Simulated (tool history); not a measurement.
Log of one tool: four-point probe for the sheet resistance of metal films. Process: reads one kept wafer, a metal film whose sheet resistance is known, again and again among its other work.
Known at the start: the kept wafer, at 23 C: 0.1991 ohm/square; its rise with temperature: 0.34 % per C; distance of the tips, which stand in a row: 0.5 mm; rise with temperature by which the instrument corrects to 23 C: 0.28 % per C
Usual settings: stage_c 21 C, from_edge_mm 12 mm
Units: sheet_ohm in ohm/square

| run | hour | stage_c | from_edge_mm | sheet_ohm |
|---|---|---|---|---|
| 1 | 0.0 | 21 | 12 | 0.198540 |
| 2 | 18.7 | 21 | 12 | 0.198503 |
| 3 | 43.1 | 21 | 12 | 0.198459 |
| 4 | 80.7 | 21 | 12 | 0.198518 |
| 5 | 118.5 | 22 | 12 | 0.198615 |
| 6 | 149.3 | 22 | 12 | 0.198580 |
| 7 | 177.3 | 22 | 12 | 0.198610 |
| 8 | 207.4 | 22 | 12 | 0.198529 |
| 9 | 243.2 | 21 | 12 | 0.198434 |
| 10 | 268.3 | 21 | 12 | 0.198519 |
| 11 | 296.3 | 21 | 12 | 0.198500 |
| 12 | 313.9 | 21 | 12 | 0.198433 |
| 13 | 348.0 | 21 | 12 | 0.198423 |
| 14 | 369.2 | 21 | 29 | 0.198326 |
| 15 | 393.4 | 21 | 29 | 0.198339 |
| 16 | 423.4 | 21 | 29 | 0.198373 |
| 17 | 444.7 | 21 | 29 | 0.198313 |
| 18 | 479.6 | 21 | 29 | 0.198364 |
| 19 | 499.4 | 21 | 7 | 0.198757 |
| 20 | 521.9 | 21 | 7 | 0.198744 |
| 21 | 541.2 | 22 | 12 | 0.198477 |
| 22 | 564.3 | 22 | 12 | 0.198563 |
| 23 | 597.8 | 22 | 12 | 0.198571 |
| 24 | 613.4 | 32 | 53 | 0.199438 |
| 25 | 629.1 | 20 | 47 | 0.198163 |
| 26 | 655.4 | 20 | 47 | 0.198127 |
| 27 | 692.5 | 21 | 12 | 0.198405 |
| 28 | 724.5 | 21 | 12 | 0.198535 |
| 29 | 747.7 | 31 | 60 | 0.199373 |
| 30 | 764.6 | 31 | 60 | 0.199456 |
| 31 | 795.0 | 22 | 6 | 0.199078 |
| 32 | 823.3 | 32 | 12 | 0.199658 |

Run 33 comes next. What will it give?
| 33 | 839.4 | 32 | 12 | ? |

{"run 33": {"sheet_ohm": 0.199656}}
Without the tool's hidden state the same run would have given sheet_ohm 0.200306 ohm/square.

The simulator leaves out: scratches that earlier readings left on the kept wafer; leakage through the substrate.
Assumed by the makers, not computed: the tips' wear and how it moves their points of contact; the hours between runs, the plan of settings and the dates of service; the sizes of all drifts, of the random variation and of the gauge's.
